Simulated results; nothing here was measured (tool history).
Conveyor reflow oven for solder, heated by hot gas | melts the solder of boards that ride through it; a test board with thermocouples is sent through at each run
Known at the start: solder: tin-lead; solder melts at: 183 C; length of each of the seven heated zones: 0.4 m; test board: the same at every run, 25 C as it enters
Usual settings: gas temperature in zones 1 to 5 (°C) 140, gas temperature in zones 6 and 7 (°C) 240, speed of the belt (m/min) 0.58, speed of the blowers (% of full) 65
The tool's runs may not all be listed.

run	hour	gas temperature in zones 1 to 5 (°C)	gas temperature in zones 6 and 7 (°C)	speed of the belt (m/min)	speed of the blowers (% of full)	highest temperature of the board (°C)	time above the solder's melting point (s)
1	0	140	240	0.58	65	222.2	66.9
2	14.6	140	240	0.58	65	222	66.9
3	23.2	140	250	0.58	65	231.1	72.5
4	40.3	140	250	0.58	65	231	72.3
5	56.8	140	240	0.58	83	224.8	69.4
6	71.3	140	240	0.58	83	224.8	69.2
7	88.7	140	240	0.58	83	224.6	69.3
8	105.9	140	240	0.655	65	217.9	55.4
9	116	140	240	0.655	65	217.9	55.6
10	129.2	140	240	0.655	65	217.9	55.4
11	139.5	140	240	0.655	65	217.9	55.6
12	153.3	140	240	0.534	65	224.4	75
13	168.4	140	240	0.534	65	224.6	75.1
14	175.8	140	240	0.534	65	224.6	74.9
15	191	140	240	0.534	65	224	75.1
16	201.1	140	240	0.534	65	224.3	75.5
17	217.3	150	240	0.58	53	221.4	70.1
18	233.2	148	250	0.524	57	233.3	85.8
19	241.9	148	250	0.524	57	233.5	85.8
20	256.4	140	250	0.524	57	232.3	81.6
21	266.9	140	250	0.524	57	232.3	81.3
22	274.2	153	240	0.575	87	226.6	76.3
23	284.8	140	240	0.58	52	218.8	64.1
24	298.3	150	240	0.58	65	223.3	72.4
25	313.1	147	240	0.58	65	222.5	70.7
26	329.5	147	240	0.58	65	222.7	70.4
27	341.7	147	240	0.58	65	222.4	70.1
28	354.6	147	240	0.58	65	222.8	70.3
29	369.8	147	240	0.632	68	220.4	63.1
30	382.1	140	248	0.58	64	227.9	70.8

Forecast each of these 4 alternatives for the next run:
A	399.8	139	248	0.558	64	?	?
B	399.8	149	240	0.63	60	?	?
C	399.8	143	240	0.572	62	?	?
D	399.8	131	253	0.467	64	?	?

run	highest temperature of the board (°C)	time above the solder's melting point (s)
A	228.9	74.6
B	219.1	62.6
C	222	69.2
D	238.2	92.2
Without the tool's hidden state the same runs would have given:
run	highest temperature of the board (°C)	time above the solder's melting point (s)
A	231	75
B	221.1	63.4
C	223.9	69.8
D	240.2	92.2

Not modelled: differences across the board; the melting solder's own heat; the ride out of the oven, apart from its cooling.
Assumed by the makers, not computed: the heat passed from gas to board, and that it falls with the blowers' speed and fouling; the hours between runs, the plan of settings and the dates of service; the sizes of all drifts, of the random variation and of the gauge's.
